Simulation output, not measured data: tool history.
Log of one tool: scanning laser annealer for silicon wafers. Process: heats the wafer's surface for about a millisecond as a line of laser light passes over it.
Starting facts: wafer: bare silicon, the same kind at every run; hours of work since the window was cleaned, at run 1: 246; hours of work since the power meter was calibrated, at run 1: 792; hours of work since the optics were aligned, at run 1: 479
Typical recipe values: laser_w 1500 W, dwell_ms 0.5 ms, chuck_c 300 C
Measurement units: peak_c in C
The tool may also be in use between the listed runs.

| run | day | laser_w | dwell_ms | chuck_c | hours of work since the window was cleaned | hours of work since the power meter was calibrated | hours of work since the optics were aligned | peak_c |
|---|---|---|---|---|---|---|---|---|
| 1 | 0 | 1500 | 0.5 | 300 | 246 | 792 | 479 | 1044 |
| 2 | 1.504 | 1435 | 0.5 | 300 | 270 | 816 | 502 | 1005 |
| 3 | 2.483 | 1500 | 0.5 | 263 | 286 | 831 | 518 | 1003 |
| 4 | 4.029 | 1500 | 0.5 | 263 | 310 | 856 | 542 | 998 |
| 5 | 5.496 | 1500 | 0.5 | 300 | 334 | 879 | 566 | 1033 |
| 6 | 6.696 | 1500 | 0.5 | 300 | 353 | 898 | 585 | 1030 |
| 7 | 7.567 | 1500 | 0.5 | 300 | 366 | 912 | 598 | 1029 |
| 8 | 9.05 | 1500 | 0.5 | 300 | 390 | 935 | 622 | 1025 |
| 9 | 10.146 | 1500 | 0.5 | 300 | 407 | 953 | 639 | 1025 |
| 10 | 11.612 | 1500 | 0.5 | 300 | 430 | 976 | 663 | 1020 |
| 11 | 12.533 | 1500 | 0.5 | 300 | 445 | 990 | 677 | 1018 |
| 12 | 13.396 | 1500 | 0.5 | 300 | 459 | 1004 | 691 | 1014 |
| 13 | 14.988 | 1500 | 0.5 | 300 | 484 | 1029 | 716 | 1014 |
| 14 | 15.775 | 1500 | 0.5 | 300 | 496 | 1042 | 728 | 1010 |
|  | 16.883 | optics aligned, line set to its width |
| 15 | 17.3 | 1500 | 0.388 | 300 | 517 | 1063 | 7 | 953 |
|  | 17.508 | window over the wafer cleaned |
| 16 | 18.558 | 1500 | 0.388 | 300 | 17 | 1081 | 25 | 1002 |
| 17 | 19.629 | 1500 | 0.388 | 300 | 34 | 1098 | 42 | 998 |
| 18 | 20.379 | 1500 | 0.388 | 300 | 45 | 1110 | 54 | 998 |
| 19 | 22.071 | 1500 | 0.5 | 324 | 72 | 1137 | 81 | 1097 |
| 20 | 23.042 | 1500 | 0.5 | 324 | 88 | 1152 | 96 | 1095 |
| 21 | 24.375 | 1500 | 0.5 | 324 | 109 | 1173 | 117 | 1095 |
| 22 | 25.975 | 1384 | 0.608 | 300 | 134 | 1199 | 143 | 1057 |
| 23 | 26.779 | 1625 | 0.415 | 324 | 147 | 1211 | 155 | 1098 |
| 24 | 28.158 | 1625 | 0.415 | 324 | 169 | 1233 | 177 | 1097 |
| 25 | 29.746 | 1625 | 0.415 | 324 | 194 | 1258 | 202 | 1093 |
| 26 | 30.742 | 1625 | 0.415 | 324 | 210 | 1274 | 218 | 1089 |
| 27 | 32.121 | 1625 | 0.487 | 264 | 231 | 1296 | 240 | 1080 |
| 28 | 32.967 | 1615 | 0.618 | 263 | 245 | 1309 | 253 | 1163 |
| 29 | 33.871 | 1615 | 0.618 | 263 | 259 | 1324 | 268 | 1163 |
| 30 | 34.979 | 1500 | 0.384 | 305 | 277 | 1341 | 285 | 970 |
| 31 | 36.079 | 1500 | 0.384 | 305 | 294 | 1359 | 303 | 965 |
| 32 | 37.338 | 1445 | 0.594 | 306 | 314 | 1379 | 323 | 1070 |
| 33 | 38.838 | 1500 | 0.5 | 329 | 338 | 1402 | 346 | 1070 |
| 34 | 40.404 | 1500 | 0.5 | 329 | 363 | 1427 | 371 | 1064 |
| 35 | 42.092 | 1500 | 0.565 | 300 | 389 | 1454 | 398 | 1070 |
| 36 | 43.246 | 1500 | 0.407 | 300 | 408 | 1472 | 416 | 964 |
| 37 | 44.879 | 1440 | 0.424 | 300 | 434 | 1498 | 442 | 939 |
| 38 | 46.333 | 1363 | 0.394 | 310 | 457 | 1521 | 465 | 892 |
| 39 | 47.238 | 1340 | 0.431 | 334 | 471 | 1536 | 480 | 923 |
| 40 | 48.867 | 1340 | 0.431 | 334 | 497 | 1561 | 505 | 926 |
| 41 | 49.904 | 1523 | 0.431 | 262 | 513 | 1578 | 522 | 948 |
|  | 50.417 | window over the wafer cleaned |
| 42 | 51.492 | 1366 | 0.572 | 300 | 17 | 1602 | 546 | 1025 |

Hidden state or all else? Some run-to-run changes of peak_c, split into what the settings, what came in and random variation would give without the hidden state, and what is left for the hidden state (with any gauge scatter that isn't in both results):
Hidden state at play: light that passes the window, % of a clean one's; laser's true power over the reading, %; width of the line over the set one, %; drift of the gauge itself on peak_c, C.
Run 14 -> 15: dwell_ms 0.5 -> 0.388, optics aligned, line set to its width. peak_c -57 C: hidden state +27, all else -84.
Run 15 -> 16: window over the wafer cleaned. peak_c +49 C: hidden state +46, all else +3.
Run 29 -> 30: laser_w 1615 -> 1500, dwell_ms 0.618 -> 0.384, chuck_c 263 -> 305. peak_c -193 C: hidden state +13, all else -206.
Run 31 -> 32: laser_w 1500 -> 1445, dwell_ms 0.384 -> 0.594, chuck_c 305 -> 306. peak_c +105 C: hidden state -11, all else +116.
Run 35 -> 36: dwell_ms 0.565 -> 0.407. peak_c -106 C: hidden state +7, all else -113.
Run 41 -> 42: laser_w 1523 -> 1366, dwell_ms 0.431 -> 0.572, chuck_c 262 -> 300, window over the wafer cleaned. peak_c +77 C: hidden state +47, all else +30.
